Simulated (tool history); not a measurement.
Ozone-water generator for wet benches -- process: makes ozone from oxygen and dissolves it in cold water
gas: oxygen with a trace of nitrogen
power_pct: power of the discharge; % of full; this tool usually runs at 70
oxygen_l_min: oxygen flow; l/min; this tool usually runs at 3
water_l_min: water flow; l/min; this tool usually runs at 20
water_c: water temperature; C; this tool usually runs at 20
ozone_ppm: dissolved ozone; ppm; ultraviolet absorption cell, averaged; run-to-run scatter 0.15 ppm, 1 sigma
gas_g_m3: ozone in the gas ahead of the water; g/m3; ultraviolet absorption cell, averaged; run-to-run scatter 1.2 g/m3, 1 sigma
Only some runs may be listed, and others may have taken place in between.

run 1 hour=0 | power_pct=70 oxygen_l_min=3 water_l_min=20 water_c=20 | ozone_ppm=18.2 gas_g_m3=210
run 2 hour=60.5 | power_pct=70 oxygen_l_min=3 water_l_min=20 water_c=20 | ozone_ppm=17.6 gas_g_m3=215
run 3 hour=118.7 | power_pct=70 oxygen_l_min=3 water_l_min=20 water_c=20 | ozone_ppm=17.5 gas_g_m3=213.1
run 4 hour=169 | power_pct=70 oxygen_l_min=3 water_l_min=20 water_c=20 | ozone_ppm=17.4 gas_g_m3=213.5
run 5 hour=218.8 | power_pct=70 oxygen_l_min=3 water_l_min=20 water_c=20 | ozone_ppm=17.8 gas_g_m3=213.6
run 6 hour=295.1 | power_pct=70 oxygen_l_min=3 water_l_min=27 water_c=20 | ozone_ppm=13.1 gas_g_m3=212.6
run 7 hour=369.6 | power_pct=70 oxygen_l_min=4.69 water_l_min=21 water_c=20 | ozone_ppm=19.2 gas_g_m3=180.7
run 8 hour=425.8 | power_pct=70 oxygen_l_min=3.94 water_l_min=21 water_c=20 | ozone_ppm=18.2 gas_g_m3=191.9
run 9 hour=462.1 | power_pct=70 oxygen_l_min=3.94 water_l_min=21 water_c=20 | ozone_ppm=17.9 gas_g_m3=191.3
run 10 hour=530.5 | power_pct=59 oxygen_l_min=3 water_l_min=20 water_c=20 | ozone_ppm=15.9 gas_g_m3=192.8

Some steps in ozone_ppm between neighbouring runs. How much of each would the tool show without its hidden state too (settings, what came in, random variation), and how much is left for the hidden state, with any gauge scatter that isn't in both results?
Unlogged tool condition in this case: yield of the discharge, % of new electrodes'; contactor's efficiency, % of a clean one's; true water temperature over the reading, C; drift of the gauge itself on ozone_ppm, %; drift of the gauge itself on gas_g_m3, %.
Run 6 -> 7: oxygen_l_min 3 -> 4.69, water_l_min 27 -> 21. ozone_ppm +6.1 ppm: hidden state -0.2, all else +6.3.
